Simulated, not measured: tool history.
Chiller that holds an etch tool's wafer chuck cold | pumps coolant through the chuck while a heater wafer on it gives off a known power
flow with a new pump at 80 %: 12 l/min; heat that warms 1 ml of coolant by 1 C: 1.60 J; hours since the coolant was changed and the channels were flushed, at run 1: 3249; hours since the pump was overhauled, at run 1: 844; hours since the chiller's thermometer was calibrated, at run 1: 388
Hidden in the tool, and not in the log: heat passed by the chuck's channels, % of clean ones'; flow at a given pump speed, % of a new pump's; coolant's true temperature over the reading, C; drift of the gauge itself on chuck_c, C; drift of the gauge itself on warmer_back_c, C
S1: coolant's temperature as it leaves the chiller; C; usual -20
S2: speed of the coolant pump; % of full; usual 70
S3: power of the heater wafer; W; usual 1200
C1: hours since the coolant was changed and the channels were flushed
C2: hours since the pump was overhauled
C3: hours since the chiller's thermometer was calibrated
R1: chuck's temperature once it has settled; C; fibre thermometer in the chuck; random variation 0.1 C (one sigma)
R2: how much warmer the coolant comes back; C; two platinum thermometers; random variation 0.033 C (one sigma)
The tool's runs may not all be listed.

run 1 hour=0.0 | S1=-20 S2=70 S3=1200 | C1=3249 C2=844 C3=388 | R1=-8.8 R2=4.38
run 2 hour=51.4 | S1=-25 S2=70 S3=1200 | C1=3301 C2=896 C3=440 | R1=-13.8 R2=4.36
run 3 hour=87.6 | S1=-25 S2=70 S3=1200 | C1=3337 C2=932 C3=476 | R1=-14.1 R2=4.28
run 4 hour=147.2 | S1=-25 S2=70 S3=1200 | C1=3396 C2=991 C3=536 | R1=-14.0 R2=4.39
run 5 hour=204.3 | S1=-13 S2=70 S3=1200 | C1=3454 C2=1048 C3=593 | R1=-1.9 R2=4.36
run 6 hour=266.6 | S1=-13 S2=70 S3=1200 | C1=3516 C2=1111 C3=655 | R1=-1.8 R2=4.45
run 7 hour=318.2 | S1=-13 S2=61 S3=1200 | C1=3567 C2=1162 C3=707 | R1=-0.3 R2=5.09
run 8 hour=379.8 | S1=-13 S2=61 S3=1200 | C1=3629 C2=1224 C3=768 | R1=-0.4 R2=5.09
run 9 hour=416.8 | S1=-16 S2=61 S3=661 | C1=3666 C2=1261 C3=805 | R1=-9.2 R2=2.80
run 10 hour=447.7 | S1=-16 S2=95 S3=685 | C1=3697 C2=1292 C3=836 | R1=-11.1 R2=1.81
run 11 hour=503.5 | S1=-16 S2=95 S3=685 | C1=3753 C2=1348 C3=892 | R1=-11.1 R2=1.82

4 ways to go on from here, each from the tool as it stands after run 11. What would each give?
run A hour=572.9 | S1=-16 S2=95 S3=1639 | C1=3822 C2=1417 C3=961 | R1=? R2=?
run B hour=572.9 | S1=-16 S2=70 S3=685 | C1=3822 C2=1417 C3=961 | R1=? R2=?
run C hour=572.9 | S1=-23 S2=95 S3=685 | C1=3822 C2=1417 C3=961 | R1=? R2=?
run D hour=572.9 | S1=-12 S2=64 S3=1283 | C1=3822 C2=1417 C3=961 | R1=? R2=?

run=A R1=-4.2 R2=4.37
run=B R1=-9.6 R2=2.53
run=C R1=-18.1 R2=1.85
run=D R1=0.9 R2=5.20
Without the tool's hidden state the same runs would have given:
run=A R1=-4.8 R2=4.28
run=B R1=-9.9 R2=2.47
run=C R1=-18.4 R2=1.81
run=D R1=0.1 R2=5.09
